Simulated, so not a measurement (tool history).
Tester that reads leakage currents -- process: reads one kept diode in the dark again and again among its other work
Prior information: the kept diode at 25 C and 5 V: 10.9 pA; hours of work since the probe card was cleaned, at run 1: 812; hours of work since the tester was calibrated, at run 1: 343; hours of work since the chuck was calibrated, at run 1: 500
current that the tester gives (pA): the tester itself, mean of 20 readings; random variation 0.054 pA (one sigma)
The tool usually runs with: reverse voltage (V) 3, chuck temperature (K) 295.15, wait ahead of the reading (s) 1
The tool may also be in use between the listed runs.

run,hour,reverse voltage (V),chuck temperature (K),wait ahead of the reading (s),hours of work since the probe card was cleaned,hours of work since the tester was calibrated,hours of work since the chuck was calibrated,current that the tester gives (pA)
1,0,3,295.15,1,812,343,500,6.85
2,139.2,3,295.15,1,886,417,574,6.83
3,279.2,3,294.15,1,961,492,648,6.27
4,452,3,295.15,1,1053,584,740,6.79
# hour 530.9: chuck's temperature calibrated
5,657.4,3,295.15,4.71,1161,692,67,6.55
6,765.1,3,295.15,4.71,1218,750,125,6.52
7,865.3,3,315.15,1,1272,803,178,31.64
8,969.5,3,315.15,1,1327,859,234,31.59
9,1129.5,3,315.15,1,1413,944,319,31.54
10,1314.6,3,315.15,1,1511,1043,418,31.43
# hour 1509.9: probe card cleaned and baked
11,1516.2,3,315.15,1,3,1148,523,31.55
12,1624.8,3,315.15,1,61,1206,581,31.44
13,1769.3,3,315.15,1,138,1283,658,31.66
14,1943.6,3,315.15,1,231,1376,751,31.53
# hour 2011.4: chuck's temperature calibrated
15,2093.5,1.72,315.15,1,310,1455,44,22.93
16,2195.6,1.72,315.15,1,364,1509,98,23.01
17,2297.2,3,295.15,1,418,1563,152,6.86
18,2392.9,10.56,308.15,1,469,1614,203,38.77
19,2526.4,1.37,330.15,0.31,541,1686,274,58.47
20,2671.3,1.37,330.15,0.31,618,1763,352,58.06
21,2766.3,1.18,295.15,0.46,668,1813,402,4.05
22,2949.8,1.18,295.15,0.46,766,1911,500,4.13
23,3128.7,3,319.15,1,862,2007,595,42.15
24,3306.9,8.56,316.15,0.46,957,2101,690,62.61
25,3424.7,3,301.15,1,1019,2164,753,10.9
# hour 3483.9: chuck's temperature calibrated
26,3512.9,1.62,318.15,0.51,1065,2210,15,28
27,3600,1.62,301.15,7.97,1112,2257,62,7.51
28,3709,3.25,305.15,4.51,1170,2315,120,15.37
29,3841.5,3.25,305.15,4.51,1240,2385,191,15.27
30,3974.2,3.47,304.15,0.33,1311,2456,261,16.03
31,4165.6,4.42,307.15,8.76,1413,2558,363,21.19
32,4376.2,1.49,304.15,1,1525,2670,475,9.34
# hour 4402: tester calibrated
33,4516,11.79,294.15,1,1599,61,549,14.56
# hour 4548: probe card cleaned and baked
34,4618,11.79,294.15,1,37,113,602,14.45

Here are 5 independent what-if runs from the current tool condition. What would each one return?
A,4770.3,6.45,328.15,0.79,118,195,683,?
B,4770.3,11.79,317.15,1,118,195,683,?
C,4770.3,3,332.15,1,118,195,683,?
D,4770.3,1.55,294.15,1,118,195,683,?
E,4770.3,1.81,294.15,1.39,118,195,683,?

run,current that the tester gives (pA)
A,121.65
B,79.37
C,102.65
D,4.33
E,4.58
The same runs, with their run-to-run variation unchanged, on a tool lacking any hidden condition would have given:
run,current that the tester gives (pA)
A,121.64
B,79.37
C,102.65
D,4.33
E,4.58
